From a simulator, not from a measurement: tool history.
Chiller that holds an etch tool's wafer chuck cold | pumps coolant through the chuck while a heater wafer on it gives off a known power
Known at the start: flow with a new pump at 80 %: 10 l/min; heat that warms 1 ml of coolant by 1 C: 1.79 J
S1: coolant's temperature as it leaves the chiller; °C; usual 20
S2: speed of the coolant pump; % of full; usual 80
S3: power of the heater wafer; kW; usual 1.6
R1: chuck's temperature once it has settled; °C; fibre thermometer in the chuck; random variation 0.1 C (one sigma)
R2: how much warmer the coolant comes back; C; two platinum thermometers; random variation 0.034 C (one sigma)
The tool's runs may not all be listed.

run,day,S1,S2,S3,R1,R2
1,0,20,80,1.6,30.3,5.36
2,1.5,20,80,1.6,30.4,5.34
3,2.379,20,80,1.6,30.3,5.38
4,3.592,20,80,1.6,30.5,5.35
5,5.083,20,80,1.6,30.5,5.32
# day 5.562: chiller's thermometer calibrated
6,6.296,20,80,1.6,30.5,5.44
7,8.129,20,80,1.6,30.5,5.44
8,8.954,20,80,1.6,30.6,5.5
9,10.967,28,84,1.6,38.1,5.26
10,12.5,21,72,2.153,36.1,8.11
11,14.488,20,78,0.993,26.5,3.57
12,15.462,20,100,1.363,27.6,3.82
13,16.746,20,100,1.363,27.6,3.81
14,17.688,21,71,1.227,29.6,4.8
15,19.288,20,64,1.05,28,4.49
16,21.267,20,67,1.633,32.1,6.68

Forecast each of these 5 alternatives for the next run:
A,22.354,29,80,1.6,?,?
B,22.354,20,88,1.633,?,?
C,22.354,20,62,1.633,?,?
D,22.354,23,90,1.927,?,?
E,22.354,12,80,1.6,?,?

run,R1,R2
A,39.5,5.56
B,29.9,5.18
C,32.9,7.16
D,34.3,5.98
E,22.2,5.61
Without the tool's hidden state the same runs would have given:
run,R1,R2
A,39.5,5.36
B,29.9,4.98
C,32.9,6.96
D,34.3,5.78
E,22.2,5.4

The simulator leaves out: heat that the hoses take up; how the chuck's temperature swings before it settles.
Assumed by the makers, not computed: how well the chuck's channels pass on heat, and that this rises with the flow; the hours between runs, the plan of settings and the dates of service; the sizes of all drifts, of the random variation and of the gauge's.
